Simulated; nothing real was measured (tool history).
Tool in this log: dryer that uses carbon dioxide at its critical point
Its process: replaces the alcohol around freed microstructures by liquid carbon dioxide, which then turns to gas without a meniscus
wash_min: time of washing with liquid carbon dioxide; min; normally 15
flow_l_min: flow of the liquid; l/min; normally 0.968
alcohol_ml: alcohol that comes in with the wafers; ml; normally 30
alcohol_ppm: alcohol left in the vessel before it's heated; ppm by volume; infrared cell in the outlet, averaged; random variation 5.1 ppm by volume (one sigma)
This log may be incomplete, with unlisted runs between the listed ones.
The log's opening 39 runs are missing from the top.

run   hour  wash_min  flow_l_min  alcohol_ml  alcohol_ppm
 40  799.5         9       1.088         106         1573
 41  814.5         9       1.088          23          488
 42  829.6        15       1.171          75          235
 43  852.4        15       1.244          75          216
 44  866.4        15       1.244          75          226
 45  887.2        13       0.850          39          540
 46  916.3         9       1.182          23          418
     935.4  -- inlet filter changed
 47  945.3        13       0.682          40          880

Branching from run 47: 4 alternative next runs. What would each branch give?
  A  964.2        16       0.682          48            ?
  B  964.2        15       0.968          59            ?
  C  964.2        13       0.655          40            ?
  D  964.2        10       0.839          86            ?

run  alcohol_ppm
  A          580
  B          299
  C          991
  D         1895
Take away the tool's hidden state, keep each run's random variation, and the runs would have read:
run  alcohol_ppm
  A          380
  B          104
  C          788
  D         1679
